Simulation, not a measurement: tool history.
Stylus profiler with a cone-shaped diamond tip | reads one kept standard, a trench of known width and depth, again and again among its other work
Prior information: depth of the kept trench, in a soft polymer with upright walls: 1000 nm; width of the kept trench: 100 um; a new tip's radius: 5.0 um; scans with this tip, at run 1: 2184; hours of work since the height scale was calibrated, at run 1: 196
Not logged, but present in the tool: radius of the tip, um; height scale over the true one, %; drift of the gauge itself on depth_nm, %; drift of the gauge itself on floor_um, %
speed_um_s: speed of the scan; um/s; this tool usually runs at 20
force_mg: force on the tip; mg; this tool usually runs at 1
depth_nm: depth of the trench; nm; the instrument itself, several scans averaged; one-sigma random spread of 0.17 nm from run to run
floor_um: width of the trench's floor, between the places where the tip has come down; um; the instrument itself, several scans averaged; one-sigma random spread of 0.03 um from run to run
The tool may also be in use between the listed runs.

run,hour,speed_um_s,force_mg,scans with this tip,hours of work since the height scale was calibrated,depth_nm,floor_um
1,0,20,1,2184,196,1008,93.46
2,16.6,20,1,2262,203,1007.52,93.46
3,35.9,20,1,2352,211,1008.14,93.47
4,53.7,20,1,2435,218,1008.07,93.45
5,78.7,20,1,2551,228,1007.95,93.48
6,97.4,20,1,2638,236,1007.9,93.43
7,121,20,1,2748,246,1007.95,93.41
# hour 123.3: height scale calibrated on a step standard
8,143.5,20,1,2851,8,1008.22,93.4
9,156.3,20,1,2911,14,1008.06,93.35
10,179.8,73,2.04,3021,24,1012.83,93.24
11,201.1,15,1,3120,33,1008.35,93.37
12,215.5,20,0.67,3187,39,1006.56,93.33
13,228.6,20,0.67,3248,44,1006.05,93.31
14,255.1,20,0.67,3372,55,1006.34,93.25
# hour 258.8: height scale calibrated on a step standard, once more
15,282.2,20,0.67,3496,10,1005.71,93.28
16,298.1,76,1.15,3570,16,1007.89,93.06
17,312.8,55,0.42,3639,23,1004.06,92.93

Hidden state or all else? Some run-to-run changes of depth_nm, split into what the settings, what came in and random variation would give without the hidden state, and what is left for the hidden state (with any gauge scatter that isn't in both results):
Run 9 -> 10: speed_um_s 20 -> 73, force_mg 1 -> 2.04. depth_nm +4.77 nm: hidden state +0.02, all else +4.75.
Run 14 -> 15: height scale calibrated on a step standard, once more. depth_nm -0.63 nm: hidden state -0.96, all else +0.33.

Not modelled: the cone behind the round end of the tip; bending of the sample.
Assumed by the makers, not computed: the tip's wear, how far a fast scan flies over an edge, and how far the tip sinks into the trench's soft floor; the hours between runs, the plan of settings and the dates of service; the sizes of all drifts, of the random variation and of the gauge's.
